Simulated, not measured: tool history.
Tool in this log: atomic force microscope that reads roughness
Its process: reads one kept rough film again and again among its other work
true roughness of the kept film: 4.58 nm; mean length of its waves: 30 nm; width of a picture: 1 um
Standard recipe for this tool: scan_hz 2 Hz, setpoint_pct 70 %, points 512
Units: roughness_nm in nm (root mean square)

run	day	scan_hz	setpoint_pct	points	roughness_nm
1	0	2	70	512	3.5
2	0.767	2	63	512	3.514
3	1.396	2	63	512	3.469
4	2.129	2	63	512	3.404
5	3.383	2	84	512	3.02
6	4.35	2	84	512	2.941
7	5.588	2	70	512	3.044
# day 6.462: new tip fitted
8	7.012	0.75	70	512	3.616
9	7.8	0.75	70	512	3.542
10	9.121	2	70	512	3.303
11	9.788	1.93	70	512	3.275
12	10.379	0.69	70	512	3.321
13	11.408	2	70	563	3.094
14	12.562	2	70	956	3.051
15	13.525	2	70	492	2.977
# day 13.725: new tip fitted
16	14.504	2	70	492	3.483
17	15.238	1.28	70	512	3.482
18	16.542	1.28	70	512	3.354
19	17.171	1.28	70	512	3.318
20	18.533	1.28	70	512	3.215
21	19.342	1.28	70	512	3.132
22	20.621	1.28	70	512	3.025
# day 21.062: new tip fitted
23	21.296	1.28	70	512	3.59
24	22.6	1.28	70	512	3.464
25	23.788	1.28	70	512	3.358
26	25.112	1.85	70	512	3.232
27	26.062	1.45	70	429	3.19
28	27.1	1.51	69	968	3.139
29	28.15	1.75	70	664	3.036
# day 28.35: new tip fitted
30	29.225	1.75	70	664	3.481
31	30.025	0.88	73	755	3.484
32	31.054	1.21	59	666	3.47
33	32.517	1.94	88	742	2.943
34	33.942	1.34	70	746	3.136
35	34.654	1.34	70	746	3.113
# day 35.567: new tip fitted
36	36.121	0.87	58	354	3.638
37	37.346	0.79	63	388	3.53
38	38.517	2.36	76	596	3.13
39	39.871	1.8	62	560	3.258
40	41.221	2.08	72	661	3.056
41	42.588	2.74	73	499	2.87
# day 42.812: new tip fitted
42	43.996	1.23	73	617	3.483
43	45.05	1.23	73	617	3.37
44	45.842	0.64	73	287	3.349
45	46.554	1.21	70	449	3.279
46	47.233	2.58	70	436	3.087
47	48.383	1.03	56	289	3.186

Predict the results of run 48:
48	49.708	1.03	56	289	?

For run 48 the tool returned roughness_nm 3.1 nm (root mean square).
Take away the tool's hidden state, keep the run-to-run variation as it was, and the same run would have given roughness_nm 3.705 nm (root mean square).
